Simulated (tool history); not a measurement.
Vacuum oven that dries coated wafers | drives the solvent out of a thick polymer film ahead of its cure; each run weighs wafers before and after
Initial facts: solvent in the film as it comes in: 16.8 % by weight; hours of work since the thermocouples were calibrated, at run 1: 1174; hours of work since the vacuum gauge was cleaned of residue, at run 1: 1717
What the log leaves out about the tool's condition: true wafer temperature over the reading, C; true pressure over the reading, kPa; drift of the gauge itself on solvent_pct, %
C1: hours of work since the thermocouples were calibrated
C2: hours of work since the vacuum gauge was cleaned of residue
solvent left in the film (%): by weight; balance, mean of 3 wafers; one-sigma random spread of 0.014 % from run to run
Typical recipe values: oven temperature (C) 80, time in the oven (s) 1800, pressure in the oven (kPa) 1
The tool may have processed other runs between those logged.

run 1 hour=0 | oven_temperature_(C)=80 time_in_the_oven_(s)=1800 pressure_in_the_oven_(kPa)=1 | C1=1174 C2=1717 | solvent_left_in_the_film_(%)=1.7
run 2 hour=47.9 | oven_temperature_(C)=80 time_in_the_oven_(s)=1800 pressure_in_the_oven_(kPa)=1 | C1=1204 C2=1747 | solvent_left_in_the_film_(%)=1.68
run 3 hour=122.6 | oven_temperature_(C)=89 time_in_the_oven_(s)=1800 pressure_in_the_oven_(kPa)=1 | C1=1251 C2=1794 | solvent_left_in_the_film_(%)=0.77
run 4 hour=213.9 | oven_temperature_(C)=80 time_in_the_oven_(s)=1800 pressure_in_the_oven_(kPa)=1.58 | C1=1308 C2=1851 | solvent_left_in_the_film_(%)=1.95
run 5 hour=315.6 | oven_temperature_(C)=80 time_in_the_oven_(s)=1800 pressure_in_the_oven_(kPa)=1.58 | C1=1372 C2=1915 | solvent_left_in_the_film_(%)=1.94
run 6 hour=399.6 | oven_temperature_(C)=80 time_in_the_oven_(s)=2820 pressure_in_the_oven_(kPa)=1 | C1=1425 C2=1967 | solvent_left_in_the_film_(%)=0.96
run 7 hour=449.4 | oven_temperature_(C)=80 time_in_the_oven_(s)=2820 pressure_in_the_oven_(kPa)=1 | C1=1456 C2=1999 | solvent_left_in_the_film_(%)=0.96
-- hour=480.7 oven's thermocouples calibrated
run 8 hour=547.6 | oven_temperature_(C)=80 time_in_the_oven_(s)=2820 pressure_in_the_oven_(kPa)=1 | C1=42 C2=2059 | solvent_left_in_the_film_(%)=1
run 9 hour=618.3 | oven_temperature_(C)=67 time_in_the_oven_(s)=1800 pressure_in_the_oven_(kPa)=2.54 | C1=86 C2=2103 | solvent_left_in_the_film_(%)=5.53
run 10 hour=687.6 | oven_temperature_(C)=86 time_in_the_oven_(s)=1800 pressure_in_the_oven_(kPa)=1.16 | C1=130 C2=2147 | solvent_left_in_the_film_(%)=1.15
run 11 hour=731.1 | oven_temperature_(C)=93 time_in_the_oven_(s)=1800 pressure_in_the_oven_(kPa)=0.63 | C1=157 C2=2174 | solvent_left_in_the_film_(%)=0.51
run 12 hour=820.2 | oven_temperature_(C)=93 time_in_the_oven_(s)=1800 pressure_in_the_oven_(kPa)=0.63 | C1=213 C2=2230 | solvent_left_in_the_film_(%)=0.55

Forecast run 13:
run 13 hour=879.3 | oven_temperature_(C)=88 time_in_the_oven_(s)=1500 pressure_in_the_oven_(kPa)=1.35 | C1=250 C2=2267 | solvent_left_in_the_film_(%)=?

solvent left in the film (%): 1.36
The same run, on a tool lacking any hidden state, would have yielded solvent left in the film (%) 1.19.

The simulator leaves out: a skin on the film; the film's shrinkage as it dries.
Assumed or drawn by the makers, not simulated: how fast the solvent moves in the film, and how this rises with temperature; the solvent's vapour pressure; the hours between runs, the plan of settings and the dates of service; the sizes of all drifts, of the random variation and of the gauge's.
